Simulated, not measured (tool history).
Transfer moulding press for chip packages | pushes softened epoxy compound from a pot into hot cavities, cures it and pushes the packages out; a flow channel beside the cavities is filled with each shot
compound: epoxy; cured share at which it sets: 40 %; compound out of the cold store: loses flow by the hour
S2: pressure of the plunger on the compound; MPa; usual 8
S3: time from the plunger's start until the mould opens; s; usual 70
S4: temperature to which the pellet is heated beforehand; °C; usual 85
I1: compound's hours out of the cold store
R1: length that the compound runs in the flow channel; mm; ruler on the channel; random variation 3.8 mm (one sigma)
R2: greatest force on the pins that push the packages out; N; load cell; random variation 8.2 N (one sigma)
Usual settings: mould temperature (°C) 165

Run 1, hour 0: usual settings; I1 28.3. Result: R1 761 mm, R2 378 N.
Run 2, hour 7.3: usual settings; I1 20.8. Result: R1 780 mm, R2 384 N.
Run 3, hour 17.6: usual settings; I1 10.1. Result: R1 801 mm, R2 379 N.
Run 4, hour 31.4: usual settings; I1 34. Result: R1 740 mm, R2 354 N.
Run 5, hour 38.4: usual settings; I1 36. Result: R1 742 mm, R2 357 N.
Run 6, hour 49.6: usual settings; I1 45.9. Result: R1 720 mm, R2 340 N.
Run 7, hour 58.8: usual settings but S3 57 s; I1 15.8. Result: R1 787 mm, R2 644 N.
Run 8, hour 71.1: usual settings but S2 8.43 MPa; I1 10.1. Result: R1 822 mm, R2 369 N.
Run 9, hour 76.3: usual settings but S2 8.43 MPa; I1 17.8. Result: R1 800 mm, R2 383 N.
Run 10, hour 84.8: usual settings but S2 8.43 MPa; I1 39.3. Result: R1 747 mm, R2 359 N.
Run 11, hour 93.4: usual settings but S2 8.43 MPa; I1 17.5. Result: R1 809 mm, R2 373 N.
Run 12, hour 99.2: usual settings but S2 8.43 MPa; I1 10.5. Result: R1 825 mm, R2 387 N.
Run 13, hour 110.1: usual settings but S2 8.43 MPa; I1 47.1. Result: R1 728 mm, R2 349 N.
Run 14, hour 115.7: usual settings but S2 8.43 MPa; I1 37. Result: R1 756 mm, R2 362 N.
Run 15, hour 126.5: usual settings but mould temperature (°C) 169, S2 7.45 MPa, S3 60 s, S4 82 °C; I1 19.1. Result: R1 740 mm, R2 419 N.
Run 16, hour 133.8: usual settings but S2 7.3 MPa; I1 42.6. Result: R1 693 mm, R2 351 N.
Run 17, hour 142.4: usual settings but S2 7.3 MPa; I1 44.5. Result: R1 690 mm, R2 360 N.
Run 18, hour 148.6: usual settings but S2 7.3 MPa; I1 19.2. Result: R1 742 mm, R2 382 N.
Run 19, hour 155.7: usual settings but S2 7.3 MPa; I1 24.8. Result: R1 731 mm, R2 348 N.
Run 20, hour 163.5: usual settings but S2 7.3 MPa; I1 21.6. Result: R1 745 mm, R2 354 N.
Run 21, hour 174.8: usual settings but S2 9.54 MPa, S3 104 s, S4 93 °C; I1 29.4. Result: R1 818 mm, R2 233 N.
Run 22, hour 181.8: usual settings but mould temperature (°C) 164, S4 90 °C; I1 28.3. Result: R1 758 mm, R2 384 N.
Run 23, hour 190.4: usual settings but S3 78 s, S4 82 °C; I1 28.1. Result: R1 759 mm, R2 295 N.
Run 24, hour 196.9: usual settings but mould temperature (°C) 163, S2 6.67 MPa, S3 109 s, S4 77 °C; I1 37.7. Result: R1 675 mm, R2 249 N.
Run 25, hour 206.6: usual settings but S3 99 s, S4 77 °C; I1 38.9. Result: R1 738 mm, R2 253 N.
Run 26, hour 215.1: usual settings but mould temperature (°C) 172, S2 7.46 MPa, S3 106 s, S4 92 °C; I1 44.5. Result: R1 670 mm, R2 227 N.
Run 27, hour 223.7: usual settings but mould temperature (°C) 172, S2 7.46 MPa, S3 106 s, S4 92 °C; I1 45.6. Result: R1 667 mm, R2 237 N.
Run 28, hour 236.1: usual settings but mould temperature (°C) 159, S2 6.39 MPa, S3 87 s, S4 90 °C; I1 43.3. Result: R1 665 mm, R2 338 N.

Not shown: 4 entries that the log had between the listed runs. Between which runs, and how does the tool's hidden state differ before and after?
Between runs 3 and 4: cavities cleaned with cleaning compound and waxed (hour 27.2)
  grip of the stained cavities, % over clean ones': 0.9 -> 0.1
Between runs 7 and 8: plunger's sealing rings changed (hour 67.8)
  pressure that reaches the compound, % of what is set: 99.83 -> 99.99; grip of the stained cavities, % over clean ones': 0.5 -> 0.6
Between runs 15 and 16: cavities cleaned with cleaning compound and waxed (hour 130.7)
  grip of the stained cavities, % over clean ones': 0.9 -> 0.1
Between runs 27 and 28: cavities cleaned with cleaning compound and waxed (hour 230.9)
  pressure that reaches the compound, % of what is set: 99.89 -> 99.88; grip of the stained cavities, % over clean ones': 0.9 -> 0.1

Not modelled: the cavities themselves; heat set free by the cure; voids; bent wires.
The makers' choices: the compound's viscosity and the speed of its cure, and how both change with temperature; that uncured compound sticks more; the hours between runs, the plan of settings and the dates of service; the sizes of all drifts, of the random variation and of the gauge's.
